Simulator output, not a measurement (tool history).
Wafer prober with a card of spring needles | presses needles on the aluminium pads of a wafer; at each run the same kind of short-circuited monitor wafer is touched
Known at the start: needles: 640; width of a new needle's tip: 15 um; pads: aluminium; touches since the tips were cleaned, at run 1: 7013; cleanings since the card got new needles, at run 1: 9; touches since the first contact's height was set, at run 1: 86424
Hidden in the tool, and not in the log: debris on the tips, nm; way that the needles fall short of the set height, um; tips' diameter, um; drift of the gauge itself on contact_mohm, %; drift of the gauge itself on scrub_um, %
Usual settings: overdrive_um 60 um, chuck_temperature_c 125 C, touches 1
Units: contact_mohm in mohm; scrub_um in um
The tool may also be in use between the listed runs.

run	hour	overdrive_um	chuck_temperature_c	touches	touches since the tips were cleaned	cleanings since the card got new needles	touches since the first contact's height was set	contact_mohm	scrub_um
1	0.0	60	125	1	7013	9	86424	304	9.56
# hour 4.3: tips cleaned on abrasive film
2	24.3	60	125	1	6886	10	94752	319	9.50
# hour 28.0: tips cleaned on abrasive film
3	46.8	43	125	1	6454	11	102449	334	6.84
# hour 51.9: tips cleaned on abrasive film
4	65.0	43	125	1	4527	12	108701	328	6.70
# hour 75.8: tips cleaned on abrasive film
5	91.3	43	125	1	5347	13	117720	340	6.69
# hour 99.1: tips cleaned on abrasive film
6	107.9	60	125	1	3010	14	123384	293	9.45
# hour 124.1: tips cleaned on abrasive film, once more
7	130.6	60	125	1	2227	15	131170	288	9.40
# hour 148.0: tips cleaned on abrasive film
8	153.3	60	125	1	1824	16	138948	276	9.40
9	164.8	44	125	1	5764	16	142888	339	6.78
# hour 172.5: tips cleaned on abrasive film
10	188.7	60	125	1	5573	17	151091	299	9.37
# hour 196.8: tips cleaned on abrasive film
11	202.9	60	125	1	2071	18	155925	284	9.44
# hour 219.8: tips cleaned on abrasive film
12	226.2	60	125	1	2208	19	163938	288	9.38
# hour 232.5: height of the first contact set anew
# hour 243.3: tips cleaned on abrasive film
13	253.5	60	125	2	3502	20	7189	276	9.60
14	265.6	60	125	2	7673	20	11360	292	9.62
# hour 266.9: tips cleaned on abrasive film
15	280.3	60	125	2	4602	21	16372	284	9.60
# hour 291.3: tips cleaned on abrasive film
16	303.7	60	125	2	4273	22	24409	276	9.64
# hour 314.6: tips cleaned on abrasive film
17	323.4	60	125	2	3052	23	31152	280	9.60
# hour 339.2: tips cleaned on abrasive film
18	349.1	60	125	2	3400	24	39956	280	9.62
# hour 363.5: tips cleaned on abrasive film
19	367.5	54	57	2	1381	25	46253	260	8.58
20	382.1	53	125	1	6404	25	51276	313	8.44
# hour 386.9: tips cleaned on abrasive film
21	401.3	53	125	1	4940	26	57833	310	8.43
# hour 410.5: tips cleaned on abrasive film
22	428.2	58	125	2	6096	27	67080	286	9.24
# hour 434.8: tips cleaned on abrasive film
23	449.0	58	125	2	4899	28	74207	280	9.25
# hour 458.2: tips cleaned on abrasive film
24	461.8	60	105	3	1230	29	78568	257	9.59
# hour 481.2: tips cleaned on abrasive film
25	481.2	54	27	1	0	30	85203	243	8.57
26	494.5	54	25	3	4597	30	89800	257	8.57
# hour 505.4: tips cleaned on abrasive film
27	517.4	41	112	3	4151	31	97639	295	6.48
# hour 528.9: tips cleaned on abrasive film
28	530.3	42	125	2	501	32	102054	281	6.57
# hour 552.6: tips cleaned on abrasive film
29	554.3	40	53	2	555	33	110249	262	6.22
# hour 576.0: tips cleaned on abrasive film
30	576.3	56	35	2	131	34	117812	243	8.87
31	597.9	60	49	3	7559	34	125240	261	9.46
# hour 599.2: tips cleaned on abrasive film
32	615.5	56	53	1	5608	35	131248	297	8.80

Forecast each of these 5 alternatives for the next run:
# hour 623.6: tips cleaned on abrasive film
A	628.7	56	53	2	1760	36	135775	?	?
# hour 623.6: tips cleaned on abrasive film
B	628.7	69	29	1	1760	36	135775	?	?
# hour 623.6: tips cleaned on abrasive film
C	628.7	45	53	2	1760	36	135775	?	?
# hour 623.6: tips cleaned on abrasive film
D	628.7	69	125	2	1760	36	135775	?	?
# hour 623.6: tips cleaned on abrasive film
E	628.7	71	76	2	1760	36	135775	?	?

run	contact_mohm	scrub_um
A	263	8.78
B	258	10.81
C	274	7.01
D	268	10.81
E	260	11.23
Without the tool's hidden state the same runs would have given:
run	contact_mohm	scrub_um
A	245	9.03
B	237	11.07
C	247	7.27
D	257	11.07
E	248	11.48

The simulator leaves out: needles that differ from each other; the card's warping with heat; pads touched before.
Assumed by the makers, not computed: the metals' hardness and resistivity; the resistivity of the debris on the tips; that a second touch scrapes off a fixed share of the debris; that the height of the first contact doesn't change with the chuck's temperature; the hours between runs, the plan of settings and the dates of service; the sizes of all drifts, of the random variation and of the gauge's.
